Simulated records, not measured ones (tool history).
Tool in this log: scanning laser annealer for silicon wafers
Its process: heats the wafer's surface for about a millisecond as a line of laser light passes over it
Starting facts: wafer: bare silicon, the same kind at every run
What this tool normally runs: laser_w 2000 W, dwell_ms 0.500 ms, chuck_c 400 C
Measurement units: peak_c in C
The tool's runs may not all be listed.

run 1 day=0.000 | laser_w=2000 dwell_ms=0.500 chuck_c=400 | peak_c=1201
run 2 day=0.729 | laser_w=2000 dwell_ms=0.500 chuck_c=400 | peak_c=1203
run 3 day=1.083 | laser_w=2000 dwell_ms=0.500 chuck_c=423 | peak_c=1224
run 4 day=1.862 | laser_w=2000 dwell_ms=0.500 chuck_c=423 | peak_c=1225
run 5 day=2.338 | laser_w=2000 dwell_ms=0.500 chuck_c=400 | peak_c=1202
run 6 day=2.917 | laser_w=2000 dwell_ms=0.459 chuck_c=400 | peak_c=1165
run 7 day=3.392 | laser_w=2000 dwell_ms=0.500 chuck_c=432 | peak_c=1230
run 8 day=3.742 | laser_w=2000 dwell_ms=0.500 chuck_c=432 | peak_c=1232
run 9 day=4.479 | laser_w=2000 dwell_ms=0.500 chuck_c=432 | peak_c=1233
run 10 day=5.250 | laser_w=2000 dwell_ms=0.500 chuck_c=432 | peak_c=1233
run 11 day=5.929 | laser_w=2000 dwell_ms=0.500 chuck_c=432 | peak_c=1231
-- day=6.112 laser's power meter calibrated
run 12 day=6.479 | laser_w=2000 dwell_ms=0.522 chuck_c=432 | peak_c=1248
run 13 day=7.217 | laser_w=1846 dwell_ms=0.500 chuck_c=400 | peak_c=1133
run 14 day=7.725 | laser_w=1846 dwell_ms=0.500 chuck_c=400 | peak_c=1133
run 15 day=8.117 | laser_w=1846 dwell_ms=0.500 chuck_c=400 | peak_c=1130
run 16 day=8.525 | laser_w=2146 dwell_ms=0.500 chuck_c=400 | peak_c=1259
run 17 day=9.117 | laser_w=1958 dwell_ms=0.500 chuck_c=400 | peak_c=1182
run 18 day=9.504 | laser_w=1958 dwell_ms=0.500 chuck_c=400 | peak_c=1178
-- day=10.012 laser's power meter calibrated, once more
run 19 day=10.412 | laser_w=2000 dwell_ms=0.500 chuck_c=400 | peak_c=1188
run 20 day=10.812 | laser_w=2000 dwell_ms=0.500 chuck_c=400 | peak_c=1192
run 21 day=11.212 | laser_w=2000 dwell_ms=0.397 chuck_c=400 | peak_c=1102
run 22 day=11.675 | laser_w=2139 dwell_ms=0.425 chuck_c=392 | peak_c=1170
run 23 day=12.492 | laser_w=1739 dwell_ms=0.500 chuck_c=400 | peak_c=1075
run 24 day=12.967 | laser_w=1732 dwell_ms=0.500 chuck_c=360 | peak_c=1035
run 25 day=13.354 | laser_w=1732 dwell_ms=0.500 chuck_c=360 | peak_c=1032
run 26 day=14.046 | laser_w=2000 dwell_ms=0.498 chuck_c=398 | peak_c=1183
run 27 day=14.862 | laser_w=1813 dwell_ms=0.419 chuck_c=405 | peak_c=1050
run 28 day=15.479 | laser_w=1813 dwell_ms=0.419 chuck_c=405 | peak_c=1049
run 29 day=16.283 | laser_w=1803 dwell_ms=0.598 chuck_c=389 | peak_c=1159

For run 30, what comes out?
run 30 day=17.046 | laser_w=2000 dwell_ms=0.479 chuck_c=374 | peak_c=?

{"run 30": {"peak_c": 1149}}
Take away the tool's hidden state, keep the run-to-run variation as it was, and the same run would have given peak_c 1189 C.
